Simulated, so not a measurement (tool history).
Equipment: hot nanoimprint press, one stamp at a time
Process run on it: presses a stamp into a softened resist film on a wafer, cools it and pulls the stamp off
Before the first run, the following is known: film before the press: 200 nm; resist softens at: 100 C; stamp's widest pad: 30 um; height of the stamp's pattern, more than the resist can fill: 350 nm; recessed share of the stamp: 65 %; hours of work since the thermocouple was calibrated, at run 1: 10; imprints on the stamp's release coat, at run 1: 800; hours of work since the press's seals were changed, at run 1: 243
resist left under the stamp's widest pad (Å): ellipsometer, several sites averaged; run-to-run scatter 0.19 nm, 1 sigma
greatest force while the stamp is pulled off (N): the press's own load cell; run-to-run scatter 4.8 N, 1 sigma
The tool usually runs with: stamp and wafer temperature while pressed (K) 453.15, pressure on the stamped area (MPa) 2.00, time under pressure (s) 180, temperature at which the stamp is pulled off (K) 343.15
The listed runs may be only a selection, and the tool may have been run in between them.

run,hour,stamp and wafer temperature while pressed (K),pressure on the stamped area (MPa),time under pressure (s),temperature at which the stamp is pulled off (K),hours of work since the thermocouple was calibrated,imprints on the stamp's release coat,hours of work since the press's seals were changed,resist left under the stamp's widest pad (Å),greatest force while the stamp is pulled off (N)
1,0.0,453.15,2.00,180,343.15,10,800,243,916,285
# hour 54.5: stamp cleaned and given a new release coat
2,69.9,453.15,2.00,180,343.15,52,63,285,915,236
3,137.5,453.15,2.00,180,343.15,96,342,329,915,259
4,224.4,453.15,2.00,180,343.15,152,701,385,913,271
5,291.2,453.15,2.00,180,343.15,196,976,429,910,280
# hour 303.6: stamp cleaned and given a new release coat
6,343.9,453.15,2.00,180,343.15,226,166,459,912,242
7,398.4,453.15,2.00,180,343.15,262,391,495,912,249
8,435.9,445.15,2.00,180,343.15,286,545,519,1137,270
9,479.7,445.15,2.00,180,343.15,315,726,548,1139,278
# hour 551.9: stamp cleaned and given a new release coat
10,576.4,453.15,2.00,180,343.15,374,101,607,908,235
11,651.7,443.15,2.00,180,349.15,423,412,656,1198,229
12,723.2,463.15,1.96,164,343.15,470,707,703,716,271
# hour 798.2: stamp cleaned and given a new release coat
13,821.2,463.15,1.96,164,343.15,530,95,763,716,240
# hour 835.2: press's hydraulic seals changed and the load cell set to zero
14,872.3,453.15,2.00,180,331.15,558,273,24,889,315
# hour 925.1: plate thermocouple calibrated
15,945.6,453.15,2.89,152,343.15,13,563,70,831,270
16,1014.0,461.15,1.61,93,338.15,58,845,115,1025,313
# hour 1054.2: stamp cleaned and given a new release coat
17,1072.4,460.15,2.44,91,344.15,92,75,149,896,232
18,1146.9,460.15,2.44,91,344.15,141,382,197,894,250
19,1219.1,460.15,2.44,91,344.15,188,680,244,896,257
20,1289.7,460.15,2.44,91,344.15,234,971,290,893,278

Below are 4 alternative next runs, each starting from the tool's condition after run 20. Predict each:
# hour 1299.9: stamp cleaned and given a new release coat
A,1357.0,453.15,2.00,180,350.15,274,235,330,?,?
# hour 1299.9: stamp cleaned and given a new release coat
B,1357.0,460.15,1.26,277,344.15,274,235,330,?,?
# hour 1299.9: stamp cleaned and given a new release coat
C,1357.0,464.15,2.40,91,343.15,274,235,330,?,?
# hour 1299.9: stamp cleaned and given a new release coat
D,1357.0,457.15,2.44,304,344.15,274,235,330,?,?

run,resist left under the stamp's widest pad (Å),greatest force while the stamp is pulled off (N)
A,900,205
B,758,240
C,809,253
D,589,243
With the hidden condition removed and each run's random variation left untouched, the same runs would have given:
run,resist left under the stamp's widest pad (Å),greatest force while the stamp is pulled off (N)
A,905,197
B,765,230
C,810,243
D,591,233
